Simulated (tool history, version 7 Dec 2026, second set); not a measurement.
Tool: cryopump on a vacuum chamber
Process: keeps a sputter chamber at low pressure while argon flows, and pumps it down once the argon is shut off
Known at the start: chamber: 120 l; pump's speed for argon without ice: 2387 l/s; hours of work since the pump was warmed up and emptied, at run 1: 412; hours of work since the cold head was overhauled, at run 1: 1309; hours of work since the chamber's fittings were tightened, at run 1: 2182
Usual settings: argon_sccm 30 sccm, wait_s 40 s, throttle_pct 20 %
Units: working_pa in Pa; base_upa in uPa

| run | hour | argon_sccm | wait_s | throttle_pct | hours of work since the pump was warmed up and emptied | hours of work since the cold head was overhauled | hours of work since the chamber's fittings were tightened | working_pa | base_upa |
|---|---|---|---|---|---|---|---|---|---|
| 1 | 0 | 30 | 40 | 20 | 412 | 1309 | 2182 | 0.1183 | 1.8 |
|  | 45.5 | pump warmed up, emptied and cooled again |
| 2 | 69.9 | 30 | 40 | 20 | 13 | 1344 | 2217 | 0.1072 | 1.65 |
| 3 | 133.6 | 30 | 106 | 20 | 47 | 1378 | 2251 | 0.107 | 0.92 |
| 4 | 180.5 | 30 | 106 | 20 | 72 | 1403 | 2276 | 0.1089 | 0.93 |
| 5 | 227.1 | 30 | 40 | 20 | 97 | 1428 | 2301 | 0.1098 | 1.76 |
| 6 | 324.2 | 53 | 40 | 20 | 149 | 1480 | 2353 | 0.1931 | 1.71 |
| 7 | 388.9 | 53 | 40 | 20 | 184 | 1515 | 2388 | 0.1945 | 1.78 |
| 8 | 434.7 | 53 | 40 | 20 | 209 | 1539 | 2412 | 0.1943 | 1.73 |
| 9 | 484.2 | 30 | 40 | 40 | 235 | 1566 | 2439 | 0.0577 | 1.84 |
| 10 | 561.6 | 30 | 40 | 20 | 277 | 1608 | 2480 | 0.1124 | 1.88 |
| 11 | 635.7 | 30 | 26 | 20 | 316 | 1647 | 2520 | 0.1119 | 2.45 |
| 12 | 736.3 | 30 | 168 | 20 | 370 | 1701 | 2574 | 0.1145 | 0.9 |
| 13 | 847.4 | 30 | 168 | 20 | 430 | 1761 | 2633 | 0.117 | 0.98 |
|  | 859.3 | pump warmed up, emptied and cooled again |
| 14 | 936 | 30 | 168 | 19 | 41 | 1805 | 2678 | 0.1131 | 0.78 |
| 15 | 1039.5 | 30 | 168 | 19 | 97 | 1861 | 2734 | 0.1132 | 0.8 |
| 16 | 1147.7 | 39 | 44 | 60 | 155 | 1919 | 2792 | 0.0495 | 1.62 |
| 17 | 1214.1 | 30 | 66 | 25 | 190 | 1954 | 2827 | 0.0887 | 1.34 |
| 18 | 1260.4 | 25 | 40 | 16 | 215 | 1979 | 2852 | 0.1139 | 1.78 |
| 19 | 1314.1 | 41 | 221 | 15 | 244 | 2008 | 2881 | 0.2014 | 0.83 |
| 20 | 1386.9 | 41 | 221 | 15 | 283 | 2047 | 2920 | 0.2011 | 0.86 |
| 21 | 1456.7 | 26 | 40 | 20 | 320 | 2084 | 2957 | 0.0977 | 1.85 |
| 22 | 1565.7 | 13 | 21 | 17 | 379 | 2143 | 3016 | 0.057 | 3.12 |
| 23 | 1660 | 13 | 106 | 23 | 429 | 2193 | 3066 | 0.0432 | 1.19 |
|  | 1670.6 | pump warmed up, emptied and cooled again |
|  | 1672.6 | leaking fittings of the chamber tightened, without venting |
| 24 | 1752.5 | 13 | 106 | 23 | 43 | 2239 | 43 | 0.0412 | 0.59 |
| 25 | 1844.8 | 30 | 67 | 29 | 92 | 2289 | 92 | 0.0753 | 0.87 |
| 26 | 1919.8 | 30 | 21 | 28 | 132 | 2329 | 132 | 0.08 | 2.5 |
| 27 | 1972.9 | 21 | 62 | 20 | 161 | 2357 | 161 | 0.0756 | 0.95 |
| 28 | 2047.2 | 30 | 40 | 27 | 201 | 2397 | 201 | 0.083 | 1.4 |

Run 29 comes next. What will it give?
| 29 | 2140.8 | 30 | 42 | 49 | 251 | 2447 | 251 | ? | ? |

{"run 29": {"working_pa": 0.0487, "base_upa": 1.36}}
Without the tool's hidden state the same run would have given working_pa 0.0433 Pa, base_upa 1.27 uPa.

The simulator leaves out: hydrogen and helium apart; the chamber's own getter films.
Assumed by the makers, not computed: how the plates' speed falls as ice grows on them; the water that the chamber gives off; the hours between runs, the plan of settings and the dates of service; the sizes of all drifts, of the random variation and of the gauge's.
